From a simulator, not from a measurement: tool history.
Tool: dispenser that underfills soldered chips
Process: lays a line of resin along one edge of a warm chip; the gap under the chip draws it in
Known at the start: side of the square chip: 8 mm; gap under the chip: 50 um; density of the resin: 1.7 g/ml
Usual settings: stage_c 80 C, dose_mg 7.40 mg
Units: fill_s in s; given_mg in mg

{"run": 1, "hour": 0.0, "stage_c": 80, "dose_mg": 7.4, "fill_s": 116.5, "given_mg": 7.27}
{"hour": 2.3, "done": "new syringe of resin"}
{"run": 2, "hour": 10.6, "stage_c": 80, "dose_mg": 7.4, "fill_s": 106.3, "given_mg": 7.28}
{"hour": 15.7, "done": "new syringe of resin"}
{"run": 3, "hour": 17.8, "stage_c": 80, "dose_mg": 7.4, "fill_s": 85.3, "given_mg": 7.2}
{"run": 4, "hour": 27.3, "stage_c": 80, "dose_mg": 7.4, "fill_s": 120.5, "given_mg": 7.19}
{"hour": 29.7, "done": "new syringe of resin"}
{"run": 5, "hour": 38.4, "stage_c": 80, "dose_mg": 7.4, "fill_s": 110.7, "given_mg": 7.25}
{"hour": 43.1, "done": "new syringe of resin"}
{"run": 6, "hour": 47.7, "stage_c": 69, "dose_mg": 8.47, "fill_s": 158.0, "given_mg": 8.18}
{"run": 7, "hour": 54.0, "stage_c": 94, "dose_mg": 7.23, "fill_s": 61.8, "given_mg": 6.97}
{"hour": 56.4, "done": "new syringe of resin"}
{"run": 8, "hour": 61.8, "stage_c": 81, "dose_mg": 7.88, "fill_s": 88.5, "given_mg": 7.67}
{"run": 9, "hour": 68.0, "stage_c": 67, "dose_mg": 8.69, "fill_s": 224.8, "given_mg": 8.38}
{"hour": 70.0, "done": "new syringe of resin"}
{"hour": 72.8, "done": "dispensing valve cleaned and set on the balance"}
{"run": 10, "hour": 80.2, "stage_c": 93, "dose_mg": 8.64, "fill_s": 56.5, "given_mg": 8.6}

4 ways to go on from here, each from the tool as it stands after run 10. What would each give?
{"hour": 85.0, "done": "new syringe of resin"}
{"run": "A", "hour": 87.2, "stage_c": 93, "dose_mg": 7.54, "fill_s": "?", "given_mg": "?"}
{"hour": 85.0, "done": "new syringe of resin"}
{"run": "B", "hour": 87.2, "stage_c": 78, "dose_mg": 7.4, "fill_s": "?", "given_mg": "?"}
{"hour": 85.0, "done": "new syringe of resin"}
{"run": "C", "hour": 87.2, "stage_c": 75, "dose_mg": 9.23, "fill_s": "?", "given_mg": "?"}
{"hour": 85.0, "done": "new syringe of resin"}
{"run": "D", "hour": 87.2, "stage_c": 93, "dose_mg": 7.34, "fill_s": "?", "given_mg": "?"}

run=A fill_s=46.0 given_mg=7.48
run=B fill_s=94.6 given_mg=7.27
run=C fill_s=103.2 given_mg=9.20
run=D fill_s=45.3 given_mg=7.34
Without the tool's hidden state the same runs would have given:
run=A fill_s=44.2 given_mg=7.52
run=B fill_s=91.2 given_mg=7.30
run=C fill_s=99.7 given_mg=9.24
run=D fill_s=43.4 given_mg=7.37
